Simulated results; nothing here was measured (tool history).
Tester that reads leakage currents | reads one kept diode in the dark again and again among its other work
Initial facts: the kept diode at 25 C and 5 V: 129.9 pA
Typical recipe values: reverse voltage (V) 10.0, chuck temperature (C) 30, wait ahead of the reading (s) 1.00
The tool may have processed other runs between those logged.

run    hour  reverse voltage (V)  chuck temperature (C)  wait ahead of the reading (s)  current that the tester gives (pA)
  1     0.0                 10.0                     30                           1.00                              249.01
  2    48.5                 10.0                     30                           1.00                              246.97
  3    92.2                 10.0                     30                           1.00                              248.08
  4   142.4                 10.0                     20                           1.00                              118.21
  5   176.1                 10.0                     20                           1.00                              117.73
  6   215.5                 10.0                     30                           2.75                              246.55
  7   262.7                 10.0                     30                           1.16                              248.21
  8   301.2                 10.0                     30                           1.93                              248.16
  9   331.2                 10.0                     30                           1.93                              245.87
 10   374.0                 10.0                     30                           0.85                              248.07
 11   417.1                 10.0                     30                           0.85                              248.20
 12   460.7                 10.0                     21                           0.85                              126.85
 13   496.1                 10.0                     21                           0.85                              127.03
 14   540.9                 10.0                     30                           1.00                              247.99
 15   584.1                 10.0                     30                           1.47                              245.55
 16   623.2                 10.0                     30                           1.47                              246.98
 17   668.1                 10.0                     30                           1.47                              247.69
 18   707.2                 10.0                     30                           1.47                              247.50
 19   740.4                 10.0                     30                           1.47                              247.39
 20   783.2                 19.1                     30                           1.69                              316.93
 21   827.5                  1.3                     24                           2.66                               72.42
 22   879.2                  3.9                     32                           2.66                              199.65
 23   918.4                  3.9                     32                           2.66                              199.40
 24   945.4                  4.9                     32                           3.38                              217.54
 25   973.3                  4.9                     32                           3.38                              217.05
 26  1023.3                  4.9                     32                           0.31                              218.87
 27  1054.8                  3.4                     30                           3.07                              163.54
 28  1088.1                 14.7                     26                           0.50                              218.39
 29  1131.3                  4.6                     22                           1.57                              100.97
 30  1157.1                  5.4                     22                           0.36                              109.29
 31  1184.3                 10.0                     28                           0.37                              216.96
 32  1230.0                 10.0                     28                           0.37                              217.16
 33  1259.1                 10.0                     50                           1.00                              970.82
 34  1311.6                  1.4                     34                           1.00                              155.46
 35  1344.0                  8.2                     34                           1.00                              305.82
 36  1371.2                  8.2                     34                           1.00                              306.09
 37  1421.5                  1.4                     39                           1.01                              220.39

Each row is a separate what-if for the run after 37, all from the same tool condition, not one after another. Results?
  A  1461.2                  1.2                     30                           1.00                                   ?
  B  1461.2                  4.6                     29                           0.38                                   ?
  C  1461.2                  6.5                     25                           0.67                                   ?
  D  1461.2                 10.0                     26                           5.03                                   ?

run  current that the tester gives (pA)
  A                              109.40
  B                              172.42
  C                              145.28
  D                              182.91
With the hidden condition removed and each run's random variation left untouched, the same runs would have given:
run  current that the tester gives (pA)
  A                              109.41
  B                              172.41
  C                              145.24
  D                              182.83

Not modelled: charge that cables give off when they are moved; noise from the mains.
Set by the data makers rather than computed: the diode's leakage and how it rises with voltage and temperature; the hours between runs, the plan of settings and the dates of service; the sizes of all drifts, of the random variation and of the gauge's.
